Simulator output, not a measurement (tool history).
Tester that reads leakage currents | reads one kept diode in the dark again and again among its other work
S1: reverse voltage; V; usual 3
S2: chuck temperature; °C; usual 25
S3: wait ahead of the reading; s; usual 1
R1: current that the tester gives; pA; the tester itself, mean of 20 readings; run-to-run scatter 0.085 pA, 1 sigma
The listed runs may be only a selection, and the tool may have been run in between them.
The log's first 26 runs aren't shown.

run	hour	S1	S2	S3	R1
27	1311.1	4.56	31	4.92	40.56
28	1383.6	1.23	26	9.95	15.21
29	1458.7	3	59	2.39	212.61
30	1496.7	2.88	22	6.27	16.28
31	1536.8	2.88	22	6.27	16.3
32	1588.6	13.11	47	1	195.69
33	1643	1.11	39	1.28	36.15
34	1688.3	3.94	39	5.86	64.2

Branching from run 34: 3 alternative next runs. What would each branch give?
A	1762.6	3.08	39	3.16	?
B	1762.6	3.94	39	0.52	?
C	1762.6	3.94	39	1.15	?

run	R1
A	56.71
B	64.9
C	64.06
Take away the tool's hidden state, keep each run's random variation, and the runs would have read:
run	R1
A	62.34
B	71.18
C	70.35
